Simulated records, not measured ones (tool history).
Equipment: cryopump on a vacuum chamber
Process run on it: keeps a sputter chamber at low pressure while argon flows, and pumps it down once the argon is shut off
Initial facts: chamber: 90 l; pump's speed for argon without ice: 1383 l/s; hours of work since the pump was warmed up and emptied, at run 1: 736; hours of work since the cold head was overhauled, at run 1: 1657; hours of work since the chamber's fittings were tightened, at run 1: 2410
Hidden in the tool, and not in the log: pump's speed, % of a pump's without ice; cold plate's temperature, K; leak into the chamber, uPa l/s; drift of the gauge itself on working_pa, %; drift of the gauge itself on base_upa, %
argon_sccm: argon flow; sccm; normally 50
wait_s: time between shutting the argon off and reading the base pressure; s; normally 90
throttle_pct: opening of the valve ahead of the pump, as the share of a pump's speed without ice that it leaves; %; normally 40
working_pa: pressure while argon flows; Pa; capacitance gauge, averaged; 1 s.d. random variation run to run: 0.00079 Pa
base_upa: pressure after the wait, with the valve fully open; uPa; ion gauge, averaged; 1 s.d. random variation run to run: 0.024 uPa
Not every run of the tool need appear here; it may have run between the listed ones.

| run | hour | argon_sccm | wait_s | throttle_pct | hours of work since the pump was warmed up and emptied | hours of work since the cold head was overhauled | hours of work since the chamber's fittings were tightened | working_pa | base_upa |
|---|---|---|---|---|---|---|---|---|---|
| 1 | 0.0 | 50 | 90 | 40 | 736 | 1657 | 2410 | 0.1710 | 2.25 |
| 2 | 76.0 | 50 | 90 | 40 | 769 | 1690 | 2443 | 0.1708 | 2.30 |
| 3 | 125.6 | 50 | 90 | 40 | 790 | 1711 | 2464 | 0.1733 | 2.24 |
| 4 | 225.8 | 50 | 90 | 40 | 833 | 1754 | 2507 | 0.1733 | 2.30 |
| 5 | 332.1 | 50 | 90 | 40 | 879 | 1800 | 2553 | 0.1755 | 2.41 |
|  | 416.8 | pump warmed up, emptied and cooled again |
| 6 | 419.4 | 50 | 90 | 26 | 1 | 1835 | 2588 | 0.2379 | 1.99 |
| 7 | 496.3 | 92 | 90 | 26 | 34 | 1869 | 2621 | 0.4377 | 2.03 |
| 8 | 552.8 | 92 | 90 | 26 | 58 | 1893 | 2646 | 0.4420 | 2.02 |
| 9 | 635.1 | 92 | 90 | 26 | 94 | 1928 | 2681 | 0.4419 | 2.00 |
| 10 | 731.6 | 92 | 90 | 26 | 135 | 1970 | 2723 | 0.4418 | 2.02 |
| 11 | 780.2 | 92 | 90 | 26 | 156 | 1991 | 2743 | 0.4395 | 2.06 |
| 12 | 845.6 | 92 | 90 | 26 | 184 | 2019 | 2772 | 0.4436 | 2.14 |
| 13 | 926.5 | 92 | 90 | 26 | 219 | 2053 | 2806 | 0.4439 | 2.23 |
| 14 | 989.4 | 92 | 90 | 24 | 246 | 2080 | 2833 | 0.4830 | 2.23 |
|  | 1041.1 | leaking fittings of the chamber tightened, without venting |
| 15 | 1084.6 | 92 | 90 | 24 | 286 | 2121 | 19 | 0.4825 | 0.94 |
| 16 | 1172.7 | 50 | 90 | 40 | 324 | 2158 | 57 | 0.1632 | 0.94 |
| 17 | 1264.1 | 50 | 90 | 27 | 363 | 2198 | 96 | 0.2345 | 0.98 |
| 18 | 1322.8 | 29 | 37 | 34 | 389 | 2223 | 121 | 0.1103 | 1.98 |
| 19 | 1369.1 | 24 | 33 | 21 | 408 | 2243 | 141 | 0.1452 | 2.09 |
| 20 | 1472.1 | 24 | 33 | 21 | 453 | 2287 | 185 | 0.1452 | 2.16 |
| 21 | 1573.9 | 78 | 140 | 17 | 496 | 2331 | 229 | 0.5830 | 0.84 |
| 22 | 1643.1 | 78 | 176 | 27 | 526 | 2361 | 259 | 0.3740 | 0.77 |
| 23 | 1721.0 | 32 | 90 | 40 | 560 | 2394 | 292 | 0.1072 | 1.11 |
| 24 | 1827.0 | 31 | 34 | 40 | 605 | 2440 | 338 | 0.1045 | 2.31 |
| 25 | 1934.1 | 24 | 181 | 44 | 651 | 2486 | 384 | 0.0743 | 0.84 |
| 26 | 1977.8 | 24 | 181 | 44 | 670 | 2504 | 403 | 0.0748 | 0.85 |
| 27 | 2053.3 | 93 | 31 | 44 | 702 | 2537 | 435 | 0.2920 | 2.56 |
| 28 | 2099.2 | 79 | 174 | 44 | 722 | 2557 | 455 | 0.2498 | 0.89 |
| 29 | 2183.0 | 79 | 125 | 26 | 758 | 2593 | 491 | 0.4026 | 1.05 |
| 30 | 2245.9 | 79 | 29 | 40 | 785 | 2620 | 518 | 0.2743 | 2.66 |
| 31 | 2301.2 | 22 | 299 | 21 | 809 | 2643 | 542 | 0.1372 | 0.82 |
| 32 | 2367.1 | 74 | 158 | 34 | 837 | 2672 | 570 | 0.2980 | 1.00 |
| 33 | 2468.9 | 37 | 90 | 17 | 881 | 2715 | 614 | 0.2829 | 1.33 |

Results per run with the tool's hidden condition removed, run-to-run variation unchanged:
| run | working_pa | base_upa |
|---|---|---|
| 1 | 0.1526 | 0.90 |
| 2 | 0.1516 | 0.89 |
| 3 | 0.1532 | 0.84 |
| 4 | 0.1521 | 0.85 |
| 5 | 0.1527 | 0.89 |
| 6 | 0.2354 | 0.87 |
| 7 | 0.4320 | 0.88 |
| 8 | 0.4354 | 0.88 |
| 9 | 0.4341 | 0.83 |
| 10 | 0.4325 | 0.86 |
| 11 | 0.4295 | 0.82 |
| 12 | 0.4324 | 0.88 |
| 13 | 0.4313 | 0.91 |
| 14 | 0.4694 | 0.87 |
| 15 | 0.4673 | 0.88 |
| 16 | 0.1541 | 0.86 |
| 17 | 0.2246 | 0.88 |
| 18 | 0.1042 | 1.86 |
| 19 | 0.1400 | 1.96 |
| 20 | 0.1394 | 2.01 |
| 21 | 0.5625 | 0.67 |
| 22 | 0.3524 | 0.57 |
| 23 | 0.0978 | 0.89 |
| 24 | 0.0946 | 2.06 |
| 25 | 0.0661 | 0.56 |
| 26 | 0.0662 | 0.56 |
| 27 | 0.2573 | 2.24 |
| 28 | 0.2193 | 0.56 |
| 29 | 0.3705 | 0.70 |
| 30 | 0.2408 | 2.29 |
| 31 | 0.1276 | 0.42 |
| 32 | 0.2643 | 0.58 |
| 33 | 0.2649 | 0.88 |

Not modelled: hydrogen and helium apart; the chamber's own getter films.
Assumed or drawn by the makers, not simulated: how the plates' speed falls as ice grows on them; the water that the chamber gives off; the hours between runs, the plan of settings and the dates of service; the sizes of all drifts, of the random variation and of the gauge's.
